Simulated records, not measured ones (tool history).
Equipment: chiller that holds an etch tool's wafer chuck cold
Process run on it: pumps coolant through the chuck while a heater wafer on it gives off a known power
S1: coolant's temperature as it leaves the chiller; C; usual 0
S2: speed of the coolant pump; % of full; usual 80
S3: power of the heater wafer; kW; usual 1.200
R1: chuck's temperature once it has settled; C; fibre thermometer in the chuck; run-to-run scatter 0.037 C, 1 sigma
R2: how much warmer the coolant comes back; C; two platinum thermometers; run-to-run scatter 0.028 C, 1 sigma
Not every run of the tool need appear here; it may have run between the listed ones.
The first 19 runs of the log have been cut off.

run,hour,S1,S2,S3,R1,R2
20,559.3,-10,75,0.846,-3.70,3.73
21,591.8,-10,75,0.846,-3.70,3.73
22,611.0,-10,98,1.258,-2.15,4.37
23,650.8,-10,98,1.258,-2.14,4.39
24,688.0,-10,98,1.258,-2.18,4.34
25,721.8,-10,98,1.258,-2.13,4.29
26,739.8,7,65,1.289,17.49,6.61
27,757.3,-6,79,1.016,1.34,4.28
# hour 770.7: chiller's thermometer calibrated
28,778.4,-6,79,1.016,1.27,4.33
29,804.1,-4,70,1.192,5.29,5.65
30,822.6,-4,70,1.192,5.32,5.66
31,859.0,-4,70,1.192,5.26,5.65

5 ways to go on from here, each from the tool as it stands after run 31. What would each give?
A,877.8,5,70,1.523,?,?
B,877.8,8,80,1.200,?,?
C,877.8,0,75,1.200,?,?
D,877.8,-10,76,1.698,?,?
E,877.8,-3,70,1.192,?,?

run,R1,R2
A,16.86,7.21
B,16.50,5.03
C,8.92,5.38
D,2.49,7.46
E,6.37,5.63
With the hidden condition removed and each run's random variation left untouched, the same runs would have given:
run,R1,R2
A,16.85,7.21
B,16.50,5.03
C,8.91,5.38
D,2.49,7.46
E,6.36,5.63

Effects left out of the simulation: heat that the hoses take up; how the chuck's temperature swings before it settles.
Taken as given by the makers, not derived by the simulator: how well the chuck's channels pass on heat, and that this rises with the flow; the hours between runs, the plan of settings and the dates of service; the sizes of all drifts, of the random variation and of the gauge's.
